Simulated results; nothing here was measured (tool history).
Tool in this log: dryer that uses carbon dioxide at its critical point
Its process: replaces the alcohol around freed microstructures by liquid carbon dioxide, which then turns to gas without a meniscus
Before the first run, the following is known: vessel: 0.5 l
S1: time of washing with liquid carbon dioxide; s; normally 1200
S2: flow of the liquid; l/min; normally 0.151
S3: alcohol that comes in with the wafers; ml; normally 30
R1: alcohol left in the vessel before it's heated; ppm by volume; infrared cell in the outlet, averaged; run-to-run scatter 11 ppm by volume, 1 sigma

Run 1, hour 0: usual settings. Result: R1 781 ppm by volume.
Run 2, hour 9.8: usual settings. Result: R1 775 ppm by volume.
Run 3, hour 16.2: usual settings. Result: R1 768 ppm by volume.
Run 4, hour 20.5: usual settings. Result: R1 780 ppm by volume.
Run 5, hour 27.6: usual settings. Result: R1 787 ppm by volume.
Run 6, hour 32.3: usual settings. Result: R1 759 ppm by volume.
Run 7, hour 42: usual settings. Result: R1 788 ppm by volume.
Run 8, hour 51.4: usual settings. Result: R1 809 ppm by volume.
Run 9, hour 59: usual settings but S3 29 ml. Result: R1 768 ppm by volume.
Run 10, hour 66.8: usual settings but S3 29 ml. Result: R1 766 ppm by volume.
Run 11, hour 76.2: usual settings but S3 29 ml. Result: R1 747 ppm by volume.
Run 12, hour 82.1: usual settings but S3 29 ml. Result: R1 753 ppm by volume.
Run 13, hour 86.2: usual settings but S3 29 ml. Result: R1 773 ppm by volume.
Run 14, hour 93.3: usual settings but S1 840 s. Result: R1 2894 ppm by volume.
Run 15, hour 100.4: usual settings but S1 840 s. Result: R1 2877 ppm by volume.
Run 16, hour 109.2: usual settings but S1 840 s. Result: R1 2938 ppm by volume.
Run 17, hour 114.1: usual settings but S1 840 s. Result: R1 2970 ppm by volume.
Run 18, hour 118.9: usual settings. Result: R1 820 ppm by volume.
Run 19, hour 125.8: usual settings. Result: R1 828 ppm by volume.
Run 20, hour 134.6: usual settings. Result: R1 814 ppm by volume.
Run 21, hour 144.2: usual settings. Result: R1 816 ppm by volume.
Run 22, hour 153.1: usual settings. Result: R1 834 ppm by volume.
Run 23, hour 160: usual settings. Result: R1 800 ppm by volume.
Run 24, hour 166.2: usual settings. Result: R1 817 ppm by volume.
Run 25, hour 170.3: usual settings. Result: R1 842 ppm by volume.
Run 26, hour 177.3: usual settings. Result: R1 825 ppm by volume.
Run 27, hour 185.7: usual settings. Result: R1 806 ppm by volume.
Run 28, hour 195: usual settings. Result: R1 837 ppm by volume.
Run 29, hour 201.5: usual settings. Result: R1 832 ppm by volume.
Run 30, hour 210.3: usual settings but S2 0.191 l/min, S3 24 ml. Result: R1 239 ppm by volume.
Run 31, hour 216.3: usual settings but S2 0.191 l/min, S3 24 ml. Result: R1 252 ppm by volume.
Run 32, hour 225.6: usual settings but S3 47 ml. Result: R1 1299 ppm by volume.
Run 33, hour 234.8: usual settings but S2 0.176 l/min, S3 27 ml. Result: R1 416 ppm by volume.
Run 34, hour 244: usual settings but S1 840 s, S2 0.174 l/min, S3 56 ml. Result: R1 3563 ppm by volume.
Run 35, hour 253.7: usual settings but S1 1260 s, S3 45 ml. Result: R1 996 ppm by volume.
Run 36, hour 262.7: usual settings but S1 1260 s, S3 45 ml. Result: R1 1011 ppm by volume.
Run 37, hour 269.5: usual settings but S1 720 s, S3 51 ml. Result: R1 8003 ppm by volume.
Run 38, hour 275.5: usual settings but S1 780 s, S2 0.136 l/min, S3 51 ml. Result: R1 8343 ppm by volume.
Run 39, hour 281.4: usual settings but S1 720 s. Result: R1 4537 ppm by volume.
Run 40, hour 289.1: usual settings but S1 1620 s, S2 0.153 l/min, S3 57 ml. Result: R1 362 ppm by volume.
Run 41, hour 294: usual settings but S1 840 s, S2 0.148 l/min, S3 115 ml. Result: R1 12203 ppm by volume.
Run 42, hour 301.7: usual settings but S1 1260 s, S2 0.195 l/min, S3 55 ml. Result: R1 388 ppm by volume.
Run 43, hour 309.7: usual settings but S1 1680 s, S2 0.242 l/min, S3 55 ml. Result: R1 41 ppm by volume.
Run 44, hour 314.2: usual settings but S1 900 s, S2 0.108 l/min, S3 55 ml. Result: R1 11121 ppm by volume.
Run 45, hour 323.4: usual settings but S1 1320 s. Result: R1 577 ppm by volume.

5 ways to go on from here, each from the tool as it stands after run 45. What would each give?
Run A, hour 330.1: usual settings but S1 1320 s, S2 0.093 l/min. Result: R1 ?.
Run B, hour 330.1: usual settings but S1 1320 s, S2 0.249 l/min. Result: R1 ?.
Run C, hour 330.1: usual settings but S1 1320 s, S2 0.227 l/min. Result: R1 ?.
Run D, hour 330.1: usual settings but S2 0.113 l/min, S3 22 ml. Result: R1 ?.
Run E, hour 330.1: usual settings but S1 1680 s, S2 0.157 l/min, S3 85 ml. Result: R1 ?.

run    R1
  A  3202
  B    70
  C    99
  D  1830
  E   376
What these runs would have given with no unlogged condition in the tool:
run    R1
  A  2565
  B    21
  C    39
  D  1422
  E   220

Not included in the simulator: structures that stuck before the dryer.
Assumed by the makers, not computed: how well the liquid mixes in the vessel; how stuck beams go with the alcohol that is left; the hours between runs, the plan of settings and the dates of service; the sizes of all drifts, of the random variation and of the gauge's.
